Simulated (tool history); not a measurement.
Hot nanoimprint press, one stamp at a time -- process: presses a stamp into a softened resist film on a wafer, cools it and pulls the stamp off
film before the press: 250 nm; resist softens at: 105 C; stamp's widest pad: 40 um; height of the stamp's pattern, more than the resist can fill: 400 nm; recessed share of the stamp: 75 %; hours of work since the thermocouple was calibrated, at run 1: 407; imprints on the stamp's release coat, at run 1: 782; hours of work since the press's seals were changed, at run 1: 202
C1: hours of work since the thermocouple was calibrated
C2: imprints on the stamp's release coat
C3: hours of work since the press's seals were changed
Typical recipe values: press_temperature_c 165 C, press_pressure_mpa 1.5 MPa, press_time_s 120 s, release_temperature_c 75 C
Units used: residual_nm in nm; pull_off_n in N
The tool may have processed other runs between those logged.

run 1 day=0 | press_temperature_c=165 press_pressure_mpa=1.5 press_time_s=120 release_temperature_c=75 | C1=407 C2=782 C3=202 | residual_nm=141.3 pull_off_n=223
run 2 day=0.512 | press_temperature_c=165 press_pressure_mpa=1.5 press_time_s=120 release_temperature_c=75 | C1=415 C2=826 C3=210 | residual_nm=139.8 pull_off_n=221
run 3 day=1 | press_temperature_c=165 press_pressure_mpa=1.5 press_time_s=120 release_temperature_c=75 | C1=422 C2=867 C3=217 | residual_nm=140.5 pull_off_n=217
run 4 day=1.271 | press_temperature_c=165 press_pressure_mpa=1.5 press_time_s=120 release_temperature_c=75 | C1=426 C2=890 C3=221 | residual_nm=139.7 pull_off_n=216
run 5 day=1.662 | press_temperature_c=165 press_pressure_mpa=1.5 press_time_s=120 release_temperature_c=75 | C1=432 C2=924 C3=227 | residual_nm=140.7 pull_off_n=220
run 6 day=2.125 | press_temperature_c=165 press_pressure_mpa=1.5 press_time_s=120 release_temperature_c=75 | C1=439 C2=963 C3=233 | residual_nm=139.8 pull_off_n=210
-- day=2.5 stamp cleaned and given a new release coat
run 7 day=2.717 | press_temperature_c=165 press_pressure_mpa=1.75 press_time_s=120 release_temperature_c=75 | C1=444 C2=19 C3=238 | residual_nm=130.5 pull_off_n=209
run 8 day=3.012 | press_temperature_c=165 press_pressure_mpa=1.75 press_time_s=120 release_temperature_c=75 | C1=448 C2=44 C3=243 | residual_nm=129.7 pull_off_n=214
run 9 day=3.462 | press_temperature_c=165 press_pressure_mpa=1.75 press_time_s=120 release_temperature_c=75 | C1=455 C2=82 C3=250 | residual_nm=130.3 pull_off_n=222
run 10 day=3.704 | press_temperature_c=165 press_pressure_mpa=1.18 press_time_s=120 release_temperature_c=75 | C1=458 C2=103 C3=253 | residual_nm=154.4 pull_off_n=213
run 11 day=4.029 | press_temperature_c=155 press_pressure_mpa=1.5 press_time_s=120 release_temperature_c=75 | C1=463 C2=130 C3=258 | residual_nm=198.3 pull_off_n=217
run 12 day=4.271 | press_temperature_c=155 press_pressure_mpa=1.86 press_time_s=120 release_temperature_c=75 | C1=467 C2=151 C3=261 | residual_nm=183.3 pull_off_n=214
run 13 day=4.625 | press_temperature_c=155 press_pressure_mpa=1.86 press_time_s=120 release_temperature_c=75 | C1=472 C2=181 C3=267 | residual_nm=182.5 pull_off_n=218
run 14 day=4.908 | press_temperature_c=157 press_pressure_mpa=1.5 press_time_s=120 release_temperature_c=75 | C1=476 C2=205 C3=271 | residual_nm=183.7 pull_off_n=222
run 15 day=5.333 | press_temperature_c=157 press_pressure_mpa=1.5 press_time_s=120 release_temperature_c=75 | C1=483 C2=241 C3=277 | residual_nm=184 pull_off_n=223
run 16 day=5.838 | press_temperature_c=174 press_pressure_mpa=2.16 press_time_s=92 release_temperature_c=75 | C1=490 C2=284 C3=285 | residual_nm=87.6 pull_off_n=217
run 17 day=6.333 | press_temperature_c=174 press_pressure_mpa=2.16 press_time_s=92 release_temperature_c=75 | C1=497 C2=326 C3=292 | residual_nm=86.8 pull_off_n=218
run 18 day=6.671 | press_temperature_c=174 press_pressure_mpa=2.16 press_time_s=92 release_temperature_c=75 | C1=502 C2=354 C3=297 | residual_nm=86.3 pull_off_n=216
run 19 day=6.975 | press_temperature_c=155 press_pressure_mpa=0.92 press_time_s=210 release_temperature_c=74 | C1=507 C2=380 C3=301 | residual_nm=200.6 pull_off_n=219
run 20 day=7.479 | press_temperature_c=157 press_pressure_mpa=1.79 press_time_s=210 release_temperature_c=74 | C1=514 C2=423 C3=309 | residual_nm=148.8 pull_off_n=221
run 21 day=7.938 | press_temperature_c=173 press_pressure_mpa=1.5 press_time_s=74 release_temperature_c=75 | C1=521 C2=462 C3=316 | residual_nm=118.2 pull_off_n=224
run 22 day=8.2 | press_temperature_c=165 press_pressure_mpa=1.5 press_time_s=174 release_temperature_c=65 | C1=525 C2=485 C3=320 | residual_nm=123.5 pull_off_n=222
run 23 day=8.604 | press_temperature_c=163 press_pressure_mpa=0.99 press_time_s=156 release_temperature_c=72 | C1=531 C2=519 C3=325 | residual_nm=164.6 pull_off_n=221
run 24 day=8.971 | press_temperature_c=158 press_pressure_mpa=1.5 press_time_s=140 release_temperature_c=61 | C1=536 C2=550 C3=331 | residual_nm=170.8 pull_off_n=233
run 25 day=9.45 | press_temperature_c=165 press_pressure_mpa=2.24 press_time_s=92 release_temperature_c=66 | C1=543 C2=591 C3=338 | residual_nm=122.8 pull_off_n=233
run 26 day=9.708 | press_temperature_c=165 press_pressure_mpa=2.24 press_time_s=92 release_temperature_c=66 | C1=547 C2=613 C3=342 | residual_nm=122.8 pull_off_n=235
-- day=9.817 gauge calibrated
run 27 day=10.167 | press_temperature_c=165 press_pressure_mpa=1.16 press_time_s=132 release_temperature_c=82 | C1=554 C2=651 C3=349 | residual_nm=154.3 pull_off_n=218
run 28 day=10.383 | press_temperature_c=165 press_pressure_mpa=1.01 press_time_s=120 release_temperature_c=75 | C1=557 C2=670 C3=352 | residual_nm=166.9 pull_off_n=217
-- day=10.762 plate thermocouple calibrated
run 29 day=10.858 | press_temperature_c=165 press_pressure_mpa=1.5 press_time_s=232 release_temperature_c=83 | C1=1 C2=699 C3=357 | residual_nm=113.7 pull_off_n=211

Forecast each of these 3 alternatives for the next run:
run A day=11.171 | press_temperature_c=160 press_pressure_mpa=1.5 press_time_s=232 release_temperature_c=83 | C1=6 C2=726 C3=362 | residual_nm=? pull_off_n=?
run B day=11.171 | press_temperature_c=165 press_pressure_mpa=2.32 press_time_s=198 release_temperature_c=73 | C1=6 C2=726 C3=362 | residual_nm=? pull_off_n=?
run C day=11.171 | press_temperature_c=165 press_pressure_mpa=1.5 press_time_s=232 release_temperature_c=70 | C1=6 C2=726 C3=362 | residual_nm=? pull_off_n=?

run=A residual_nm=141.9 pull_off_n=209
run=B residual_nm=95.3 pull_off_n=222
run=C residual_nm=113.9 pull_off_n=222
Without the tool's unlogged condition, the same runs would have read:
run=A residual_nm=142.4 pull_off_n=206
run=B residual_nm=95.6 pull_off_n=219
run=C residual_nm=114.3 pull_off_n=220
